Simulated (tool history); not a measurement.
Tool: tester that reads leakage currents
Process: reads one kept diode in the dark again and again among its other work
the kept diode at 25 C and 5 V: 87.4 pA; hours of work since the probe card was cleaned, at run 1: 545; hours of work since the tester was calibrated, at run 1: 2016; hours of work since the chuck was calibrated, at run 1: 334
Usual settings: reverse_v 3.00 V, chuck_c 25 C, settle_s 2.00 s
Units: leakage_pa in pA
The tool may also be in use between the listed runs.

run    hour  reverse_v  chuck_c  settle_s  hours of work since the probe card was cleaned  hours of work since the tester was calibrated  hours of work since the chuck was calibrated  leakage_pa
  1     0.0       3.00       25      2.00                                             545                                           2016                                           334       71.44
  2   112.3       3.00       32      2.00                                             607                                           2078                                           396      133.97
  3   231.5       3.00       25      2.00                                             672                                           2143                                           461       71.04
  4   303.7       3.00       25      2.00                                             712                                           2183                                           501       70.47
  5   430.0       3.00       25      2.00                                             781                                           2252                                           570       70.56
      488.4  -- tester calibrated
  6   518.5       3.00       25      0.35                                             829                                             16                                           618       72.13
  7   635.5       3.00       25      0.35                                             893                                             81                                           682       72.10
  8   723.2       3.00       25      0.35                                             941                                            129                                           730       71.86
  9   824.4       3.00       25      0.35                                             997                                            184                                           786       71.97
 10   956.8       3.00       25      2.00                                            1070                                            257                                           858       70.25
 11  1062.9       3.82       25      2.00                                            1128                                            315                                           917       77.60
 12  1142.4       3.82       25      2.00                                            1172                                            359                                           960       78.07
 13  1268.9       3.82       25      2.00                                            1241                                            429                                          1030       77.58
 14  1337.0       3.00       25      2.00                                            1278                                            466                                          1067       70.33
 15  1416.3       3.00       25      2.00                                            1322                                            510                                          1111       70.29
 16  1548.4       3.00       25      2.00                                            1395                                            582                                          1183       69.63
 17  1664.0       3.00       25      2.00                                            1458                                            646                                          1247       69.99
     1774.5  -- chuck's temperature calibrated
 18  1798.3       3.00       25      2.00                                            1531                                            718                                            13       72.86
 19  1890.6       3.00       25      2.00                                            1581                                            769                                            64       72.94
 20  2001.0       3.61       25      3.41                                            1642                                            830                                           124       79.01
 21  2067.7       3.17       25      2.00                                            1679                                            866                                           161       74.61
 22  2163.6       3.32       32      0.89                                            1731                                            919                                           214      141.93
 23  2280.4       9.11       25      2.00                                            1795                                            983                                           278      118.24
     2348.3  -- probe card cleaned and baked
 24  2380.3       9.11       25      2.00                                              18                                           1036                                           331      110.24
 25  2440.0       4.02       25      2.00                                              50                                           1069                                           364       78.97
 26  2503.6       1.72       25      2.41                                              85                                           1104                                           399       55.80
 27  2630.8       3.00       37      5.80                                             155                                           1174                                           469      205.21
 28  2730.5       3.00       37      5.80                                             210                                           1228                                           523      206.17
 29  2870.2       5.21       51      4.92                                             287                                           1305                                           600      825.53
 30  2971.5       5.21       51      4.92                                             342                                           1361                                           656      825.34
 31  3106.7       5.21       51      4.92                                             416                                           1435                                           730      823.62
 32  3208.6      14.72       26      0.72                                             472                                           1491                                           786      150.57
 33  3307.4      14.72       26      0.72                                             527                                           1545                                           840      149.80
 34  3389.6       8.75       25      2.00                                             572                                           1590                                           885      108.67
 35  3521.8       8.75       23      0.92                                             644                                           1663                                           958       90.72
 36  3652.6       8.75       23      0.92                                             716                                           1735                                          1030       90.61
 37  3779.9       8.75       26      0.92                                             786                                           1805                                          1100      119.40
 38  3867.1       3.00       25      0.84                                             834                                           1853                                          1147       69.00

4 ways to go on from here, each from the tool as it stands after run 38. What would each give?
  A  3984.5       1.03       25      0.65                                             899                                           1917                                          1212           ?
  B  3984.5       3.00       36      4.77                                             899                                           1917                                          1212           ?
  C  3984.5       1.23       25      1.84                                             899                                           1917                                          1212           ?
  D  3984.5       3.00       39      0.84                                             899                                           1917                                          1212           ?

run  leakage_pa
  A       44.29
  B      184.15
  C       47.27
  D      239.78
Without the tool's hidden state the same runs would have given:
run  leakage_pa
  A       46.37
  B      192.70
  C       49.45
  D      251.01
